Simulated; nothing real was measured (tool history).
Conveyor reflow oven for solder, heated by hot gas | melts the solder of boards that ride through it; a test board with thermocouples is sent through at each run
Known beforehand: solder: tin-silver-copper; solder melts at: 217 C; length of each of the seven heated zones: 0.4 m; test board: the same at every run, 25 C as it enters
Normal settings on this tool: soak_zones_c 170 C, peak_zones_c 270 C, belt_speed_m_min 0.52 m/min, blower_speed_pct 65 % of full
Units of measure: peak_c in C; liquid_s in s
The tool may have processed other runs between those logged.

run	hour	soak_zones_c	peak_zones_c	belt_speed_m_min	blower_speed_pct	peak_c	liquid_s
1	0	170	270	0.52	65	257.1	73.1
2	6.4	170	270	0.52	65	256.8	73.2
3	18.2	170	270	0.52	65	256.8	72.6
4	27.2	170	270	0.52	65	256.4	73.2
5	34.7	170	270	0.52	65	256.8	73
6	40.3	170	270	0.457	65	260.2	87
7	51.3	170	270	0.52	65	256.6	72.8
8	60.1	170	270	0.52	65	256.5	72.5
9	69.5	170	270	0.52	65	256.4	72.6
10	75.8	170	270	0.52	65	256.5	72.9
11	82.3	170	270	0.52	65	256.5	72.7
12	91.4	170	270	0.52	54	255	70.9
13	98	170	270	0.52	54	253.9	70.3
14	108.7	170	270	0.52	54	254.4	70.4
15	118.4	170	270	0.52	54	255.1	70.4
16	125.5	170	270	0.52	57	255.1	71.3
17	137.1	170	273	0.487	65	260.7	81.4
18	144.2	170	283	0.487	65	270.4	87.2
19	157.1	170	270	0.474	84	260.7	84.9
20	165.3	155	270	0.52	63	253.8	65.1
21	172.4	164	266	0.617	71	247.1	50.8
22	178.5	170	270	0.52	55	254.2	71
23	189	157	281	0.432	51	267.9	92
24	197.4	169	261	0.526	79	249.7	66.8
25	209.5	166	284	0.476	60	270	87.7
26	216.6	170	278	0.587	59	258.1	64.2
27	227.5	170	278	0.587	59	257.8	64.7
28	236.7	156	282	0.517	59	264.2	73
29	248.8	156	282	0.517	59	263.7	73
30	257.5	156	282	0.517	59	263.3	73
31	266.6	156	282	0.517	59	264.1	72.7

Hidden state or all else? Some run-to-run changes of peak_c, split into what the settings, what came in and random variation would give without the hidden state, and what is left for the hidden state (with any gauge scatter that isn't in both results):
Hidden state present: heat that the gas passes to the board, % of a clean oven's; belt's true speed, % of the reading; true gas temperature in zones 6 and 7 over the reading, C; drift of the gauge itself on peak_c, C; drift of the gauge itself on liquid_s, %.
Run 16 -> 17: peak_zones_c 270 -> 273, belt_speed_m_min 0.52 -> 0.487, blower_speed_pct 57 -> 65. peak_c +5.6 C: hidden state -0.2, all else +5.8.
Run 21 -> 22: soak_zones_c 164 -> 170, peak_zones_c 266 -> 270, belt_speed_m_min 0.617 -> 0.52, blower_speed_pct 71 -> 55. peak_c +7.1 C: hidden state +0.2, all else +6.9.
Run 22 -> 23: soak_zones_c 170 -> 157, peak_zones_c 270 -> 281, belt_speed_m_min 0.52 -> 0.432, blower_speed_pct 55 -> 51. peak_c +13.7 C: hidden state +0, all else +13.7.
Run 23 -> 24: soak_zones_c 157 -> 169, peak_zones_c 281 -> 261, belt_speed_m_min 0.432 -> 0.526, blower_speed_pct 51 -> 79. peak_c -18.2 C: hidden state -0.2, all else -18.
Run 24 -> 25: soak_zones_c 169 -> 166, peak_zones_c 261 -> 284, belt_speed_m_min 0.526 -> 0.476, blower_speed_pct 79 -> 60. peak_c +20.3 C: hidden state +0, all else +20.3.
